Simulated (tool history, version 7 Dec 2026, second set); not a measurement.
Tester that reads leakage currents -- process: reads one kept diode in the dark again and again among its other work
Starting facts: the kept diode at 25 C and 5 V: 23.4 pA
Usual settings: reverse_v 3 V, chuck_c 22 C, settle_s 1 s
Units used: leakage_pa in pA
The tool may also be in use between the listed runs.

| run | hour | reverse_v | chuck_c | settle_s | leakage_pa |
|---|---|---|---|---|---|
| 1 | 0 | 3 | 22 | 1 | 14.98 |
| 2 | 181.4 | 3 | 29 | 1 | 27.07 |
| 3 | 379.6 | 3 | 29 | 1 | 26.82 |
| 4 | 539.8 | 3 | 22 | 1.48 | 14.49 |
| 5 | 723 | 3 | 22 | 1.48 | 14.47 |
| 6 | 839.7 | 3 | 22 | 0.51 | 15.7 |
| 7 | 962.2 | 3 | 22 | 0.51 | 15.54 |
| 8 | 1087.5 | 3 | 22 | 5.09 | 13.81 |
| 9 | 1182.3 | 3 | 22 | 5.09 | 13.82 |
|  | 1253.5 | probe card cleaned and baked |
| 10 | 1323.7 | 3 | 22 | 5.09 | 11.91 |
| 11 | 1505.5 | 3 | 21 | 1 | 11.68 |
| 12 | 1647.8 | 3 | 21 | 1 | 11.44 |
| 13 | 1857.1 | 3 | 22 | 1 | 12.53 |
| 14 | 2029.3 | 3 | 43 | 1 | 81.13 |
| 15 | 2209.2 | 3 | 43 | 1 | 80.34 |
| 16 | 2389.3 | 3 | 22 | 1 | 12.33 |
| 17 | 2583.2 | 3 | 22 | 3.59 | 11.54 |
| 18 | 2675.7 | 3.23 | 22 | 3.59 | 12.09 |
| 19 | 2764.6 | 3.23 | 22 | 3.59 | 12.13 |
| 20 | 2911.9 | 3.23 | 22 | 0.64 | 13.31 |
| 21 | 3006.4 | 3 | 44 | 1 | 84.2 |
| 22 | 3154.6 | 3 | 44 | 1 | 83.91 |
| 23 | 3305.8 | 3 | 44 | 1 | 83.42 |
|  | 3458.6 | chuck's temperature calibrated |
| 24 | 3483.1 | 3 | 55 | 2.61 | 241.23 |
| 25 | 3661.9 | 3 | 41 | 1.85 | 75.3 |
| 26 | 3774.1 | 3 | 47 | 1 | 125.18 |
| 27 | 3952.5 | 3 | 48 | 0.73 | 134.34 |
| 28 | 4109.2 | 3 | 48 | 0.73 | 134.41 |
| 29 | 4250.7 | 3 | 22 | 3.65 | 13.41 |
| 30 | 4459.9 | 3 | 34 | 1.06 | 39.82 |
| 31 | 4624.4 | 14.67 | 20 | 1.36 | 31.68 |
| 32 | 4775.4 | 4.72 | 42 | 3.35 | 100.11 |
| 33 | 4981.1 | 6.07 | 22 | 0.33 | 25.14 |
| 34 | 5135.9 | 6.07 | 59 | 1.93 | 456.63 |
| 35 | 5309.3 | 4.07 | 31 | 1.12 | 35.25 |
| 36 | 5514.8 | 15.72 | 20 | 2.02 | 32.12 |
| 37 | 5604.5 | 15.72 | 20 | 2.02 | 32.17 |
| 38 | 5825.6 | 15.38 | 33 | 3.94 | 87.49 |

What if the next run were any one of these 4? Each begins from the tool's condition after run 38:
|  | 5890 | tester calibrated |
| A | 6030.2 | 9.9 | 45 | 3.16 | ? |
|  | 5890 | tester calibrated |
| B | 6030.2 | 1.83 | 22 | 0.4 | ? |
|  | 5890 | tester calibrated |
| C | 6030.2 | 18.04 | 38 | 1.82 | ? |
|  | 5890 | tester calibrated |
| D | 6030.2 | 2.98 | 33 | 3.94 | ? |

| run | leakage_pa |
|---|---|
| A | 192.67 |
| B | 11 |
| C | 151.73 |
| D | 34.35 |
Had the tool no hidden state, the same runs would have come out as:
| run | leakage_pa |
|---|---|
| A | 212.29 |
| B | 11.5 |
| C | 162.64 |
| D | 37.59 |
